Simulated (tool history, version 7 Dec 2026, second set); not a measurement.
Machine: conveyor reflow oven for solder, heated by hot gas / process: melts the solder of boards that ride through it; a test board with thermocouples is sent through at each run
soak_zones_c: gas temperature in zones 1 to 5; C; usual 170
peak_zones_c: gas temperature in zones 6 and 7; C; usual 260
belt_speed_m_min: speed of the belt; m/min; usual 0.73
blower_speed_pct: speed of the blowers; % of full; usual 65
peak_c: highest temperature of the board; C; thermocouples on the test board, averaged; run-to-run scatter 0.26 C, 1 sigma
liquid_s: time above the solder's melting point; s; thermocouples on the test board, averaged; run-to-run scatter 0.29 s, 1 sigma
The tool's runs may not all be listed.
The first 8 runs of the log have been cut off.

run 9 hour=200.3 | soak_zones_c=170 peak_zones_c=258 belt_speed_m_min=0.73 blower_speed_pct=65 | peak_c=239.3 liquid_s=36.8
run 10 hour=228.4 | soak_zones_c=170 peak_zones_c=258 belt_speed_m_min=0.73 blower_speed_pct=65 | peak_c=239.2 liquid_s=36.9
run 11 hour=246.1 | soak_zones_c=170 peak_zones_c=258 belt_speed_m_min=0.73 blower_speed_pct=65 | peak_c=239.3 liquid_s=37.2
run 12 hour=268.7 | soak_zones_c=170 peak_zones_c=260 belt_speed_m_min=0.73 blower_speed_pct=65 | peak_c=240.9 liquid_s=38.8
run 13 hour=298.1 | soak_zones_c=170 peak_zones_c=270 belt_speed_m_min=0.73 blower_speed_pct=65 | peak_c=248.8 liquid_s=45.1
run 14 hour=314.1 | soak_zones_c=170 peak_zones_c=270 belt_speed_m_min=0.73 blower_speed_pct=65 | peak_c=249.2 liquid_s=45.6
run 15 hour=343.7 | soak_zones_c=170 peak_zones_c=270 belt_speed_m_min=0.73 blower_speed_pct=65 | peak_c=249.1 liquid_s=45.8
run 16 hour=375.9 | soak_zones_c=170 peak_zones_c=271 belt_speed_m_min=0.73 blower_speed_pct=64 | peak_c=249.5 liquid_s=44.9
run 17 hour=407.7 | soak_zones_c=185 peak_zones_c=275 belt_speed_m_min=0.624 blower_speed_pct=64 | peak_c=261.4 liquid_s=67
run 18 hour=427.7 | soak_zones_c=168 peak_zones_c=275 belt_speed_m_min=0.801 blower_speed_pct=76 | peak_c=253.2 liquid_s=43.4
run 19 hour=458.6 | soak_zones_c=177 peak_zones_c=267 belt_speed_m_min=0.73 blower_speed_pct=71 | peak_c=249.9 liquid_s=48
run 20 hour=488.3 | soak_zones_c=170 peak_zones_c=268 belt_speed_m_min=0.758 blower_speed_pct=65 | peak_c=245.9 liquid_s=40.5
run 21 hour=508.4 | soak_zones_c=160 peak_zones_c=266 belt_speed_m_min=0.731 blower_speed_pct=63 | peak_c=243.2 liquid_s=36.7
run 22 hour=529.7 | soak_zones_c=160 peak_zones_c=270 belt_speed_m_min=0.731 blower_speed_pct=63 | peak_c=246.7 liquid_s=40.3
run 23 hour=556.7 | soak_zones_c=160 peak_zones_c=270 belt_speed_m_min=0.731 blower_speed_pct=63 | peak_c=246.1 liquid_s=39.6
run 24 hour=570.7 | soak_zones_c=165 peak_zones_c=260 belt_speed_m_min=0.73 blower_speed_pct=65 | peak_c=239.8 liquid_s=35.6
-- hour=586.5 flux residue cleaned out of gas plates and filters
run 25 hour=594.2 | soak_zones_c=170 peak_zones_c=251 belt_speed_m_min=0.696 blower_speed_pct=65 | peak_c=235 liquid_s=34.7
run 26 hour=621.9 | soak_zones_c=170 peak_zones_c=251 belt_speed_m_min=0.858 blower_speed_pct=65 | peak_c=227.9 liquid_s=18.7
run 27 hour=654.7 | soak_zones_c=156 peak_zones_c=260 belt_speed_m_min=0.87 blower_speed_pct=65 | peak_c=230.5 liquid_s=18.8
run 28 hour=678.7 | soak_zones_c=156 peak_zones_c=260 belt_speed_m_min=0.87 blower_speed_pct=65 | peak_c=230.6 liquid_s=18.9
run 29 hour=700.2 | soak_zones_c=171 peak_zones_c=260 belt_speed_m_min=0.817 blower_speed_pct=65 | peak_c=237.1 liquid_s=30.1
run 30 hour=720.4 | soak_zones_c=171 peak_zones_c=260 belt_speed_m_min=0.817 blower_speed_pct=65 | peak_c=236.3 liquid_s=30.8

Forecast each of these 5 alternatives for the next run:
run A hour=741.4 | soak_zones_c=180 peak_zones_c=266 belt_speed_m_min=0.73 blower_speed_pct=65 | peak_c=? liquid_s=?
run B hour=741.4 | soak_zones_c=164 peak_zones_c=252 belt_speed_m_min=0.601 blower_speed_pct=65 | peak_c=? liquid_s=?
run C hour=741.4 | soak_zones_c=156 peak_zones_c=254 belt_speed_m_min=0.677 blower_speed_pct=65 | peak_c=? liquid_s=?
run D hour=741.4 | soak_zones_c=170 peak_zones_c=248 belt_speed_m_min=0.73 blower_speed_pct=64 | peak_c=? liquid_s=?
run E hour=741.4 | soak_zones_c=163 peak_zones_c=262 belt_speed_m_min=0.817 blower_speed_pct=52 | peak_c=? liquid_s=?

run=A peak_c=248.1 liquid_s=47.1
run=B peak_c=239.2 liquid_s=44.9
run=C peak_c=235.6 liquid_s=33
run=D peak_c=230.9 liquid_s=27.7
run=E peak_c=230.4 liquid_s=20
Without the tool's unlogged condition, the same runs would have read:
run=A peak_c=248.2 liquid_s=47.2
run=B peak_c=239.2 liquid_s=44.9
run=C peak_c=235.6 liquid_s=33
run=D peak_c=230.9 liquid_s=27.8
run=E peak_c=230.4 liquid_s=20.1
